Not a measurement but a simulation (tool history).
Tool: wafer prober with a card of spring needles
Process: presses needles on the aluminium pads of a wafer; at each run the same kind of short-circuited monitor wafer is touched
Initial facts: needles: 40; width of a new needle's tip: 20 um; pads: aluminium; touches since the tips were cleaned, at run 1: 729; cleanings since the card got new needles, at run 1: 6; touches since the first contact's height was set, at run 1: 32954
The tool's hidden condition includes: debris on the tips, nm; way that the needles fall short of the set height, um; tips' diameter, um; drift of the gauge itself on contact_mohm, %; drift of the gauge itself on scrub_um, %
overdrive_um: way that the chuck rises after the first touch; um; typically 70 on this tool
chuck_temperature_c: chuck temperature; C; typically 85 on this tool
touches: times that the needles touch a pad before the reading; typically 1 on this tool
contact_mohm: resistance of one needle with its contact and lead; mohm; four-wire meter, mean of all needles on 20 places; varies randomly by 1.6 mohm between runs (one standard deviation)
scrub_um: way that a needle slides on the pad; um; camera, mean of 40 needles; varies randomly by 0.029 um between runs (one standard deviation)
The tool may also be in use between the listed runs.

run	day	overdrive_um	chuck_temperature_c	touches	touches since the tips were cleaned	cleanings since the card got new needles	touches since the first contact's height was set	contact_mohm	scrub_um
1	0	70	85	1	729	6	32954	157	14.9
# day 0.338: tips cleaned on abrasive film
2	0.504	70	85	1	1860	7	38459	188	14.93
# day 0.771: tips cleaned on abrasive film
3	0.921	70	85	1	1649	8	42992	166	14.95
# day 1.167: tips cleaned on abrasive film
4	1.412	72	85	1	2664	9	48333	166	15.33
# day 1.571: tips cleaned on abrasive film
5	1.867	72	85	1	3259	10	53316	167	15.34
# day 1.983: tips cleaned on abrasive film
6	2.083	70	85	1	1103	11	55616	160	14.87
# day 2.346: tips cleaned on abrasive film, once more
7	2.546	70	85	1	2220	12	60697	162	14.82
# day 2.783: tips cleaned on abrasive film
8	2.938	70	87	1	1714	13	64955	163	14.81
# day 3.183: tips cleaned on abrasive film
9	3.317	70	87	1	1446	14	69059	163	14.84
# day 3.6: tips cleaned on abrasive film
10	3.771	70	87	2	1895	15	74028	155	14.85
# day 4.012: tips cleaned on abrasive film
11	4.1	70	87	2	945	16	77589	155	14.79
12	4.392	70	87	2	4134	16	80778	161	14.77
# day 4.417: tips cleaned on abrasive film
13	4.688	70	87	2	2935	17	83976	159	14.8
# day 4.846: tips cleaned on abrasive film
14	4.929	70	87	2	914	18	86594	155	14.75
# day 5.262: tips cleaned on abrasive film
15	5.408	70	87	2	1618	19	91836	159	14.77
# day 5.658: tips cleaned on abrasive film
16	5.733	70	87	2	812	20	95366	152	14.78
17	5.971	62	46	2	3411	20	97965	162	13.08
# day 6.092: tips cleaned on abrasive film
18	6.458	74	46	2	4040	21	103287	155	15.63
# day 6.496: tips cleaned on abrasive film
19	6.725	63	50	2	2522	22	106172	162	13.28
# day 6.896: tips cleaned on abrasive film
20	7.021	85	49	3	1356	23	109363	141	17.93
21	7.242	85	49	3	3824	23	111831	147	17.92
# day 7.317: tips cleaned on abrasive film
# day 7.733: tips cleaned on abrasive film
22	7.738	62	35	3	52	25	117190	144	13.02
23	8.092	62	35	3	3932	25	121070	156	12.94
# day 8.15: tips cleaned on abrasive film
# day 8.575: tips cleaned on abrasive film
24	8.588	76	85	1	132	27	126435	148	15.94
25	8.862	76	85	1	3160	27	129463	163	15.96
# day 9: tips cleaned on abrasive film
26	9.346	58	53	2	3785	28	134722	169	12.12
# day 9.433: tips cleaned on abrasive film
27	9.646	70	72	1	2308	29	137969	165	14.62
# day 9.842: tips cleaned on abrasive film
28	9.912	70	72	1	753	30	140857	155	14.6
# day 10.262: tips cleaned on abrasive film
# day 10.275: height of the first contact set anew
29	10.392	79	95	2	1294	31	1294	156	16.94
30	10.65	64	85	1	4138	31	4138	182	13.7
# day 10.7: tips cleaned on abrasive film
31	10.862	57	85	1	1773	32	6426	172	12.25
# day 11.108: tips cleaned on abrasive film
32	11.204	70	59	1	1078	33	10154	156	14.97

What if the next run were any one of these 3? Each begins from the tool's condition after run 32:
A	11.417	68	55	2	3412	33	12488	?	?
B	11.417	70	88	1	3412	33	12488	?	?
C	11.417	56	28	2	3412	33	12488	?	?

run	contact_mohm	scrub_um
A	159	14.56
B	173	15.05
C	167	12
With no hidden state in the tool, these same runs would have given:
run	contact_mohm	scrub_um
A	143	14.58
B	149	15.07
C	143	12.02
